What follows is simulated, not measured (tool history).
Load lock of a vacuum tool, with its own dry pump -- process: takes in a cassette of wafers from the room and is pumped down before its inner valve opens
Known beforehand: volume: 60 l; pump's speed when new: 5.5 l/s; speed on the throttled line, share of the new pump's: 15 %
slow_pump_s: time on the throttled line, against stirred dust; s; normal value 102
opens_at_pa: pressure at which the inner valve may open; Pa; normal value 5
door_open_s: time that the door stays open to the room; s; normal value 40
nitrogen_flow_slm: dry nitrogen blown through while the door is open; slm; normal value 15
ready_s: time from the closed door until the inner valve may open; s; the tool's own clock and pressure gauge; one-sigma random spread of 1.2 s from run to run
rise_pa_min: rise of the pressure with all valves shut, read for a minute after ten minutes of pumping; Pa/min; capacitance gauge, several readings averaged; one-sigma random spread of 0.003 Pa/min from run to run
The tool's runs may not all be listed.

run,day,slow_pump_s,opens_at_pa,door_open_s,nitrogen_flow_slm,"incoming humidity of the room's air, %",ready_s,rise_pa_min
1,0,102,5,40,15,45.9,210.7,0.613
2,22.962,102,5,40,15,43.8,210.4,0.637
3,42.058,102,5,40,15,45.1,211.5,0.678
4,64.412,102,5,40,31,40.3,215,0.705
5,84.367,102,5,40,15,47.8,212.9,0.764
# day 86.775: door's seal changed, seat wiped
6,108.921,102,5,40,15,40.9,214,0.024
7,129.112,102,5,40,15,46.3,214.6,0.031
# day 139.875: dry pump taken out, an overhauled one fitted
8,157.025,102,5,40,15,48.3,196.2,0.046
9,175.471,102,5,40,15,43.8,196.8,0.054
10,202.3,102,5,40,15,43.5,196.8,0.069
11,223.408,102,5,40,15,43.7,198.3,0.081
12,236.058,102,5,40,15,43.5,199.3,0.087
13,253,102,5,40,15,39.5,199.1,0.099
14,265.833,102,5,40,15,44.6,199.9,0.115
15,288.308,102,7,40,19,44.7,196.8,0.124
16,312.054,63,5,76,36,44.8,170,0.143
17,330.05,63,5,76,36,42.4,168.4,0.158
18,346.242,177,5,40,15,42.8,264.3,0.189
19,361.333,102,5,40,12,44.4,203.6,0.192
20,375.108,102,5,61,15,48,203,0.206
21,395.271,102,7,209,15,44.6,199.1,0.24
22,411.775,102,5,187,15,42.2,205.4,0.265
23,432.367,180,5,40,5,45.9,270.1,0.27
24,453.108,180,5,40,5,43.3,273.9,0.306
25,470.521,59,5,202,36,47.3,171.5,0.326
26,488.467,56,5,56,15,41.3,168.2,0.345
27,505.683,152,4,56,17,45.7,251.8,0.37

Each row is a separate what-if for the run after 27, all from the same tool condition, not one after another. Results?
A,521.592,118,5,72,17,46,?,?
B,521.592,118,5,40,15,43.9,?,?
C,521.592,73,4,56,21,39.8,?,?
D,521.592,102,5,40,10,47.8,?,?
E,521.592,152,5,56,15,48,?,?

run,ready_s,rise_pa_min
A,223.5,0.396
B,223.6,0.385
C,187.5,0.388
D,209.7,0.401
E,247.3,0.387
Had the tool no hidden state, the same runs would have come out as:
run,ready_s,rise_pa_min
A,210.1,0.024
B,210.2,0.02
C,172.9,0.019
D,196,0.026
E,234.8,0.021
